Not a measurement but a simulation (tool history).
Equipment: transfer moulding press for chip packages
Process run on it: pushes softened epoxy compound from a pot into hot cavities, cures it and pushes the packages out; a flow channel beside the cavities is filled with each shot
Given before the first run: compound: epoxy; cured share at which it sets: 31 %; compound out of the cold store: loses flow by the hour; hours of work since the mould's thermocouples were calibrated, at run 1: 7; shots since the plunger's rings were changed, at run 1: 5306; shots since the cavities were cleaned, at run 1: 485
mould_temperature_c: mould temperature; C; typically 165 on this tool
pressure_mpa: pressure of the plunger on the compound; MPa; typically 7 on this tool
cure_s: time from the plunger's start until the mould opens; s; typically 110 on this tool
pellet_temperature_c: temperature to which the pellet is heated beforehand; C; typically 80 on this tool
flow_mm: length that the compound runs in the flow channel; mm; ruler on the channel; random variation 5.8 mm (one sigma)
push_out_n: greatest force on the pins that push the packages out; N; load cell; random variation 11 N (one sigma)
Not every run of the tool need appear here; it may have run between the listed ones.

run   hour  mould_temperature_c  pressure_mpa  cure_s  pellet_temperature_c  hours of work since the mould's thermocouples were calibrated  shots since the plunger's rings were changed  shots since the cavities were cleaned  incoming compound's hours out of the cold store  flow_mm  push_out_n
  1      0                  165             7     110                    80                                                              7                                          5306                                    485                                             27.7      586         900
       2.5  -- cavities cleaned with cleaning compound and waxed
  2     12                  164             7     110                    80                                                             14                                          5437                                    118                                             16.5      629         647
  3   17.2                  164          6.63     110                    80                                                             18                                          5501                                    182                                             28.5      571         717
  4   22.7                  164          6.63     110                    80                                                             22                                          5570                                    251                                             31.3      568         765
  5   29.3                  164          6.63     110                    80                                                             27                                          5652                                    333                                             41.1      534         783
  6   39.9                  164          6.63     118                    80                                                             35                                          5784                                    465                                             31.1      562         816
      43.4  -- cavities cleaned with cleaning compound and waxed
  7   50.4                  164          6.63     118                    80                                                             41                                          5897                                     87                                             23.9      583         599
  8   58.9                  164          6.63     118                    80                                                             48                                          6002                                    192                                             37.5      546         715
  9   69.8                  164          6.63     118                    80                                                             56                                          6138                                    328                                               17      604         759
      74.4  -- plunger's sealing rings changed
 10   78.4                  164          6.63     118                    80                                                             60                                            50                                    404                                             30.9      606         823
        87  -- cavities cleaned with cleaning compound and waxed
 11   88.4                  165          8.43     110                    80                                                             66                                           157                                     18                                             40.2      660         513
 12   94.5                  165          8.43     110                    80                                                             71                                           232                                     93                                             45.9      649         593
 13  103.3                  166          8.07     149                    89                                                             77                                           342                                    203                                             33.3      664         583
 14  114.3                  165             7     134                    76                                                             85                                           480                                    341                                             11.1      682         694
 15  125.4                  170          8.26     112                    74                                                             93                                           618                                    479                                             42.2      627         759
       128  -- cavities cleaned with cleaning compound and waxed
 16  131.9                  170          8.26     103                    74                                                             97                                           680                                     48                                             23.2      689         532
 17  136.9                  159          5.96     143                    75                                                            101                                           743                                    111                                             25.4      607         575
 18  141.8                  165          7.98     110                    75                                                            104                                           804                                    172                                             14.5      728         674
 19  152.2                  165          7.44     143                    80                                                            112                                           933                                    301                                             40.6      606         654
 20    158                  158          5.35     138                    74                                                            116                                          1005                                    373                                             25.1      568         824
 21  165.9                  163             7     110                    80                                                            122                                          1104                                    472                                              9.7      689         956
     169.2  -- cavities cleaned with cleaning compound and waxed
 22  172.1                  163             7     110                    80                                                            125                                          1162                                     36                                             13.5      674         600

Below are 5 alternative next runs, each starting from the tool's condition after run 22. Predict each:
  A  179.9                  165          5.91     110                    80                                                            131                                          1260                                    134                                             28.1        ?           ?
  B  179.9                  165          8.71     147                    81                                                            131                                          1260                                    134                                             15.9        ?           ?
  C  179.9                  165             7     109                    80                                                            131                                          1260                                    134                                             18.9        ?           ?
  D  179.9                  165          7.52     110                    84                                                            131                                          1260                                    134                                             13.1        ?           ?
  E  179.9                  163          5.36     110                    81                                                            131                                          1260                                    134                                             32.6        ?           ?

run  flow_mm  push_out_n
  A      561         621
  B      729         546
  C      646         625
  D      688         651
  E      540         672
Stripped of hidden state, with their random variation kept, the same runs would have yielded:
run  flow_mm  push_out_n
  A      571         491
  B      742         427
  C      657         494
  D      700         517
  E      550         532
